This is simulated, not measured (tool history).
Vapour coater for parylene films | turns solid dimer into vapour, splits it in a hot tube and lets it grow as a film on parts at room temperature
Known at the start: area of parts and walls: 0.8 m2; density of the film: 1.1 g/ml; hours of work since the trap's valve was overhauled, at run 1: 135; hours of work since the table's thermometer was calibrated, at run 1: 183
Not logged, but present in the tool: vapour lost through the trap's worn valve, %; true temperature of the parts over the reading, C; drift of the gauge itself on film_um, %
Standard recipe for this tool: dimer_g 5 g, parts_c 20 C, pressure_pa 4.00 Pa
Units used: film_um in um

run   hour  dimer_g  parts_c  pressure_pa  hours of work since the trap's valve was overhauled  hours of work since the table's thermometer was calibrated  film_um
  1    0.0        5       20         4.00                                                  135                                                         183     2.70
  2   21.3        5       20         4.00                                                  153                                                         201     2.68
  3   32.9        5       20         4.00                                                  163                                                         211     2.64
  4   55.5        5       20         4.00                                                  182                                                         230     2.61
  5   71.5        5       14         4.00                                                  195                                                         243     3.45
  6   93.5        5       20         4.00                                                  214                                                         262     2.63
  7  109.6        5       20         4.00                                                  227                                                         276     2.58
  8  121.8        5       20         4.00                                                  238                                                         286     2.59
  9  147.5        5       20         4.00                                                  259                                                         308     2.64
 10  165.4        5       23         4.00                                                  275                                                         323     2.31
 11  191.7        5       23         4.00                                                  297                                                         345     2.25
 12  213.9        5       23         4.00                                                  316                                                         364     2.26
 13  240.0        5       23         7.78                                                  338                                                         386     2.15
 14  264.1        4       23         7.78                                                  358                                                         406     1.73
 15  278.7        4       20         4.00                                                  370                                                         418     2.07
 16  293.9        5       21         4.00                                                  383                                                         431     2.39
 17  312.6        5       20         4.00                                                  399                                                         447     2.51
 18  331.2        5       20         4.00                                                  415                                                         463     2.52
 19  342.2        5       20         4.00                                                  424                                                         472     2.53
 20  366.2        5       20         4.00                                                  444                                                         492     2.48
 21  390.8        5       23         4.00                                                  465                                                         513     2.20
 22  404.3        5       20         4.00                                                  476                                                         525     2.50
 23  429.0        3       15         4.00                                                  497                                                         545     1.83
 24  449.5        2       32         3.90                                                  515                                                         563     0.61
 25  471.1        2       32         3.90                                                  533                                                         581     0.61
     473.2  -- table's thermometer calibrated
 26  496.6        5       20         5.30                                                  553                                                          20     2.34
     521.7  -- trap's valve overhauled
 27  526.1        8       19         4.00                                                    4                                                          41     4.51
 28  538.6        6       19         2.68                                                   14                                                          52     3.47
 29  563.2        6       19         2.68                                                   35                                                          73     3.45
 30  576.4        6       19         2.47                                                   46                                                          84     3.45
     590.9  -- table's thermometer calibrated, once more
 31  600.9        4       13        10.63                                                   66                                                           8     2.77
 32  612.6        4       15        10.63                                                   76                                                          18     2.56
 33  628.0        4       15        10.63                                                   89                                                          31     2.59
 34  652.8        4       15        10.63                                                  110                                                          52     2.49
 35  672.3        4       15        10.63                                                  126                                                          69     2.54
 36  698.8        4       16         4.66                                                  149                                                          91     2.57
 37  718.7        3       21         4.00                                                  166                                                         108     1.56
 38  742.6        3       16         4.00                                                  186                                                         128     1.92
 39  763.8        3       16         4.89                                                  204                                                         146     1.87
 40  777.9        2       20         4.00                                                  216                                                         158     1.09
 41  802.4        2       15         4.00                                                  236                                                         179     1.29
 42  819.9        5       19         3.96                                                  251                                                         193     2.79
 43  838.7        5       20         8.87                                                  267                                                         209     2.49

Consider 3 possible next runs. They are alternatives, not a sequence: every one starts from the tool as it was left by run 43. What does each give?
  A  864.0        4       20         7.20                                                  288                                                         231        ?
  B  864.0        5       14         6.58                                                  288                                                         231        ?
  C  864.0        9       18         3.57                                                  288                                                         231        ?

run  film_um
  A     2.05
  B     3.35
  C     5.04
What these runs would have given with no unlogged condition in the tool:
run  film_um
  A     2.20
  B     3.59
  C     5.40
